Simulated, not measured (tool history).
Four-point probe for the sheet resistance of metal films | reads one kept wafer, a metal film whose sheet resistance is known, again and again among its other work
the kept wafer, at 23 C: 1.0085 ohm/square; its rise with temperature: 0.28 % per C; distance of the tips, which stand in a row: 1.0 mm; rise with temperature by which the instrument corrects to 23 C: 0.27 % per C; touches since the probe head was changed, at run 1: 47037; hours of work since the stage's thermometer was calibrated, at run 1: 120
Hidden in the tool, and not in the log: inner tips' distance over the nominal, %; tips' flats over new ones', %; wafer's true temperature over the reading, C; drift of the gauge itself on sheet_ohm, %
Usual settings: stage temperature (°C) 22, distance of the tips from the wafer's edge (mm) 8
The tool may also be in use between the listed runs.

run	hour	stage temperature (°C)	distance of the tips from the wafer's edge (mm)	touches since the probe head was changed	hours of work since the stage's thermometer was calibrated	sheet resistance as the instrument gives it (ohm/square)
1	0	22	8	47037	120	1.023682
2	104.1	22	8	52851	190	1.024169
3	159.7	22	8	55955	227	1.024355
4	255.9	21	8	61321	292	1.024517
5	363.4	22	8	67324	364	1.024947
6	419.7	22	8	70465	402	1.025026
7	520.3	22	8	76081	469	1.025422
8	594.3	27	8	80214	519	1.026164
9	725.6	22	8	87545	607	1.025814
10	818.6	22	8	92737	670	1.026574
11	886.4	22	8	96519	715	1.026573
12	1000	20	8	102863	792	1.026346
13	1095.1	20	8	108173	856	1.026702
14	1154.4	34	21	111484	895	1.02112
15	1275.4	31	21	118236	977	1.021227
16	1363	26	9	123125	1035	1.026478
17	1475.4	31	73	129403	1111	1.020568
18	1575.2	31	73	134972	1178	1.021291
19	1664.3	30	11	139950	1238	1.025806
20	1792.4	25	8	147100	1324	1.029573
21	1907.7	22	26	153535	1401	1.021729
22	2019.7	18	3	159785	1476	1.078475
23	2121.4	24	9	165467	1545	1.028626
24	2253.1	27	9	172819	1633	1.029433
25	2387.5	22	4	180321	1723	1.055357

5 ways to go on from here, each from the tool as it stands after run 25. What would each give?
A	2478.4	24	4	185398	1784	?
B	2478.4	23	17	185398	1784	?
C	2478.4	29	8	185398	1784	?
D	2478.4	22	71	185398	1784	?
E	2478.4	31	15	185398	1784	?

run	sheet resistance as the instrument gives it (ohm/square)
A	1.056006
B	1.024615
C	1.032254
D	1.022266
E	1.026354
Without the tool's hidden state the same runs would have given:
run	sheet resistance as the instrument gives it (ohm/square)
A	1.04135
B	1.01036
C	1.017875
D	1.008047
E	1.012042
